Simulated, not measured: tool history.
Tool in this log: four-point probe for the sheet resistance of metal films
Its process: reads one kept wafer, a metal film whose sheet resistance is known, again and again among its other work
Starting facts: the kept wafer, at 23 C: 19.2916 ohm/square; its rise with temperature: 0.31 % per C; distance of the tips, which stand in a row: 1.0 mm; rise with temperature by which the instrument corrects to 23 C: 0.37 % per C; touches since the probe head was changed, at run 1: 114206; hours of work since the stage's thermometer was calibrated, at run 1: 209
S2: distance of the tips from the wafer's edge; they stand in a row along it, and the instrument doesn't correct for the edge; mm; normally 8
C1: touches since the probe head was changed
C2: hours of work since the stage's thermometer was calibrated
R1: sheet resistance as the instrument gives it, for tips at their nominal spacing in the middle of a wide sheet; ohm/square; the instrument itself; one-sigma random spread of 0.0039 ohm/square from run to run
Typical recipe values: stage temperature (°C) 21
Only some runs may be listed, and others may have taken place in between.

run 1 hour=0 | stage_temperature_(°C)=21 S2=8 | C1=114206 C2=209 | R1=19.802892
run 2 hour=46 | stage_temperature_(°C)=21 S2=8 | C1=116515 C2=243 | R1=19.803543
run 3 hour=87.3 | stage_temperature_(°C)=28 S2=8 | C1=118583 C2=275 | R1=19.738614
-- hour=124.2 new probe head fitted
run 4 hour=129.1 | stage_temperature_(°C)=21 S2=5 | C1=248 C2=306 | R1=19.725985
run 5 hour=162.2 | stage_temperature_(°C)=21 S2=8 | C1=1906 C2=331 | R1=19.47684
run 6 hour=214.2 | stage_temperature_(°C)=21 S2=8 | C1=4512 C2=370 | R1=19.480139
run 7 hour=259.8 | stage_temperature_(°C)=21 S2=8 | C1=6796 C2=405 | R1=19.486921
run 8 hour=288.4 | stage_temperature_(°C)=21 S2=8 | C1=8231 C2=427 | R1=19.48992
run 9 hour=334.9 | stage_temperature_(°C)=24 S2=8 | C1=10564 C2=462 | R1=19.458429
run 10 hour=381.2 | stage_temperature_(°C)=24 S2=8 | C1=12885 C2=497 | R1=19.462308
run 11 hour=408.6 | stage_temperature_(°C)=24 S2=8 | C1=14259 C2=518 | R1=19.468642
run 12 hour=457.1 | stage_temperature_(°C)=24 S2=8 | C1=16690 C2=555 | R1=19.469853
run 13 hour=501.3 | stage_temperature_(°C)=24 S2=8 | C1=18904 C2=588 | R1=19.482844
run 14 hour=540 | stage_temperature_(°C)=24 S2=8 | C1=20843 C2=618 | R1=19.478896
run 15 hour=598.1 | stage_temperature_(°C)=21 S2=6 | C1=23756 C2=662 | R1=19.641511
run 16 hour=625.2 | stage_temperature_(°C)=21 S2=57 | C1=25113 C2=682 | R1=19.359485
run 17 hour=668.2 | stage_temperature_(°C)=21 S2=8 | C1=27270 C2=715 | R1=19.519389
run 18 hour=720.8 | stage_temperature_(°C)=21 S2=67 | C1=29909 C2=755 | R1=19.363593
run 19 hour=774.1 | stage_temperature_(°C)=21 S2=32 | C1=32576 C2=795 | R1=19.373787
run 20 hour=829.1 | stage_temperature_(°C)=21 S2=32 | C1=35336 C2=837 | R1=19.379416
run 21 hour=871.7 | stage_temperature_(°C)=21 S2=32 | C1=37470 C2=869 | R1=19.385508
run 22 hour=903.5 | stage_temperature_(°C)=21 S2=32 | C1=39065 C2=893 | R1=19.38675
run 23 hour=955 | stage_temperature_(°C)=25 S2=6 | C1=41645 C2=932 | R1=19.626559
run 24 hour=994.4 | stage_temperature_(°C)=25 S2=6 | C1=43624 C2=962 | R1=19.628166
run 25 hour=1026.5 | stage_temperature_(°C)=25 S2=6 | C1=45232 C2=987 | R1=19.631659
run 26 hour=1079.4 | stage_temperature_(°C)=23 S2=24 | C1=47881 C2=1027 | R1=19.387906
-- hour=1084.7 stage's thermometer calibrated
run 27 hour=1116.2 | stage_temperature_(°C)=31 S2=21 | C1=49703 C2=24 | R1=19.321598
run 28 hour=1159.4 | stage_temperature_(°C)=31 S2=21 | C1=51867 C2=57 | R1=19.326374
run 29 hour=1194.8 | stage_temperature_(°C)=20 S2=35 | C1=53642 C2=84 | R1=19.418024
run 30 hour=1235 | stage_temperature_(°C)=23 S2=8 | C1=55658 C2=114 | R1=19.53793
run 31 hour=1266.1 | stage_temperature_(°C)=23 S2=8 | C1=57216 C2=138 | R1=19.542146
run 32 hour=1307.1 | stage_temperature_(°C)=22 S2=10 | C1=59271 C2=169 | R1=19.503586
run 33 hour=1334.8 | stage_temperature_(°C)=22 S2=10 | C1=60661 C2=190 | R1=19.502324
run 34 hour=1362.1 | stage_temperature_(°C)=21 S2=37 | C1=62027 C2=211 | R1=19.421916
-- hour=1384.2 stage's thermometer calibrated, once more
run 35 hour=1390.8 | stage_temperature_(°C)=24 S2=62 | C1=63441 C2=5 | R1=19.409044
run 36 hour=1445.8 | stage_temperature_(°C)=22 S2=71 | C1=66201 C2=47 | R1=19.435302
run 37 hour=1474.8 | stage_temperature_(°C)=26 S2=47 | C1=67652 C2=69 | R1=19.395786
run 38 hour=1503.4 | stage_temperature_(°C)=26 S2=47 | C1=69086 C2=90 | R1=19.402749
run 39 hour=1558.3 | stage_temperature_(°C)=26 S2=8 | C1=71840 C2=132 | R1=19.565599
run 40 hour=1614.1 | stage_temperature_(°C)=26 S2=8 | C1=74633 C2=174 | R1=19.566703
run 41 hour=1662.7 | stage_temperature_(°C)=26 S2=8 | C1=77071 C2=211 | R1=19.575027
run 42 hour=1699.9 | stage_temperature_(°C)=18 S2=4 | C1=78933 C2=240 | R1=20.126395
run 43 hour=1730.5 | stage_temperature_(°C)=25 S2=13 | C1=80468 C2=263 | R1=19.494318
run 44 hour=1755.7 | stage_temperature_(°C)=30 S2=4 | C1=81735 C2=282 | R1=20.006625

Selected run-to-run steps in R1, each split into two signed amounts: the part the tool would show with no hidden state at all (from settings, incoming material and random variation), and the remainder, which goes to the hidden state together with any gauge scatter not common to the measured and the hidden-state-free results:
Unlogged tool condition in this case: inner tips' distance over the nominal, %; tips' flats over new ones', %; wafer's true temperature over the reading, C; drift of the gauge itself on sheet_ohm, %.
Run 3 -> 4: stage temperature (°C) 28 -> 21, S2 8 -> 5, new probe head fitted. R1 -0.012629 ohm/square: hidden state -0.329134, all else +0.316505.
Run 34 -> 35: stage temperature (°C) 21 -> 24, S2 37 -> 62, stage's thermometer calibrated, once more. R1 -0.012872 ohm/square: hidden state +0.028557, all else -0.041429.
Run 41 -> 42: stage temperature (°C) 26 -> 18, S2 8 -> 4. R1 +0.551368 ohm/square: hidden state +0.006876, all else +0.544492.
Run 42 -> 43: stage temperature (°C) 18 -> 25, S2 4 -> 13. R1 -0.632077 ohm/square: hidden state -0.001923, all else -0.630154.
Run 43 -> 44: stage temperature (°C) 25 -> 30, S2 13 -> 4. R1 +0.512307 ohm/square: hidden state +0.00606, all else +0.506247.

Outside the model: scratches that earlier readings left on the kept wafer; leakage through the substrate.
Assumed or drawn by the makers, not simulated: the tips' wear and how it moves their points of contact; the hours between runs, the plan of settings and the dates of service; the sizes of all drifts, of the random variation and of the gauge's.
